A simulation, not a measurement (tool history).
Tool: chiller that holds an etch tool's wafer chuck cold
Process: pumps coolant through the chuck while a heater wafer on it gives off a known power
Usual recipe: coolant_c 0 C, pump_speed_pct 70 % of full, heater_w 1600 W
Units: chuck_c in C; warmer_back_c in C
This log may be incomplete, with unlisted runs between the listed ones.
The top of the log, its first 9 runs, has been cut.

Run 10, hour 791.0: usual settings but heater_w 1276 W. Result: chuck_c 9.9 C, warmer_back_c 4.40 C.
Run 11, hour 882.3: usual settings but heater_w 1276 W. Result: chuck_c 9.8 C, warmer_back_c 4.43 C.
Run 12, hour 943.4: usual settings. Result: chuck_c 12.3 C, warmer_back_c 5.56 C.
Run 13, hour 1012.7: usual settings. Result: chuck_c 12.7 C, warmer_back_c 5.52 C.
Run 14, hour 1065.7: usual settings but pump_speed_pct 98 % of full. Result: chuck_c 8.7 C, warmer_back_c 3.70 C.
Run 15, hour 1138.9: usual settings but pump_speed_pct 98 % of full. Result: chuck_c 8.7 C, warmer_back_c 3.77 C.
Run 16, hour 1214.9: usual settings but coolant_c -4 C, pump_speed_pct 98 % of full. Result: chuck_c 4.9 C, warmer_back_c 3.79 C.
Run 17, hour 1272.9: usual settings but coolant_c -4 C, pump_speed_pct 98 % of full. Result: chuck_c 4.9 C, warmer_back_c 3.77 C.
Run 18, hour 1361.7: usual settings but coolant_c -9 C, pump_speed_pct 96 % of full, heater_w 2371 W. Result: chuck_c 4.2 C, warmer_back_c 5.71 C.
Run 19, hour 1411.9: usual settings but coolant_c -9 C, pump_speed_pct 96 % of full, heater_w 2371 W. Result: chuck_c 4.4 C, warmer_back_c 5.67 C.
Run 20, hour 1458.6: usual settings but coolant_c -9 C, pump_speed_pct 96 % of full, heater_w 2371 W. Result: chuck_c 4.3 C, warmer_back_c 5.70 C.
Run 21, hour 1573.3: usual settings but heater_w 1364 W. Result: chuck_c 10.6 C, warmer_back_c 4.75 C.
Run 22, hour 1623.6: usual settings but heater_w 1364 W. Result: chuck_c 10.6 C, warmer_back_c 4.74 C.
Run 23, hour 1720.2: usual settings but pump_speed_pct 63 % of full, heater_w 960 W. Result: chuck_c 8.2 C, warmer_back_c 3.65 C.
Run 24, hour 1814.3: usual settings but coolant_c 5 C, pump_speed_pct 61 % of full, heater_w 1349 W. Result: chuck_c 17.0 C, warmer_back_c 5.47 C.
Run 25, hour 1897.2: usual settings but coolant_c 5 C, pump_speed_pct 61 % of full, heater_w 1349 W. Result: chuck_c 17.0 C, warmer_back_c 5.41 C.
Run 26, hour 1991.2: usual settings but coolant_c 9 C, pump_speed_pct 80 % of full, heater_w 1621 W. Result: chuck_c 20.0 C, warmer_back_c 4.80 C.
Run 27, hour 2072.6: usual settings but coolant_c -4 C, pump_speed_pct 63 % of full, heater_w 1013 W. Result: chuck_c 4.8 C, warmer_back_c 3.94 C.
At hour 2140.1: chiller's thermometer calibrated.
Run 28, hour 2175.3: usual settings but coolant_c -2 C, heater_w 820 W. Result: chuck_c 4.3 C, warmer_back_c 2.82 C.
Run 29, hour 2262.2: usual settings but coolant_c -10 C, pump_speed_pct 86 % of full, heater_w 837 W. Result: chuck_c -4.8 C, warmer_back_c 2.24 C.
Run 30, hour 2367.6: usual settings but heater_w 919 W. Result: chuck_c 7.1 C, warmer_back_c 3.19 C.
Run 31, hour 2445.6: usual settings but heater_w 919 W. Result: chuck_c 7.3 C, warmer_back_c 3.20 C.
Run 32, hour 2516.2: usual settings but heater_w 919 W. Result: chuck_c 7.3 C, warmer_back_c 3.15 C.

Consider 3 possible next runs. They are alternatives, not a sequence: every one starts from the tool as it was left by run 32. What does each give?
Run A, hour 2572.0: usual settings but heater_w 998 W. Result: chuck_c ?, warmer_back_c ?.
Run B, hour 2572.0: usual settings but coolant_c -8 C, pump_speed_pct 68 % of full, heater_w 1922 W. Result: chuck_c ?, warmer_back_c ?.
Run C, hour 2572.0: usual settings but coolant_c -4 C, pump_speed_pct 99 % of full, heater_w 1245 W. Result: chuck_c ?, warmer_back_c ?.

run  chuck_c  warmer_back_c
  A      7.8           3.44
  B      7.4           6.86
  C      2.7           2.86
Take away the tool's hidden state, keep each run's random variation, and the runs would have read:
run  chuck_c  warmer_back_c
  A      7.8           3.44
  B      7.3           6.85
  C      2.7           2.86

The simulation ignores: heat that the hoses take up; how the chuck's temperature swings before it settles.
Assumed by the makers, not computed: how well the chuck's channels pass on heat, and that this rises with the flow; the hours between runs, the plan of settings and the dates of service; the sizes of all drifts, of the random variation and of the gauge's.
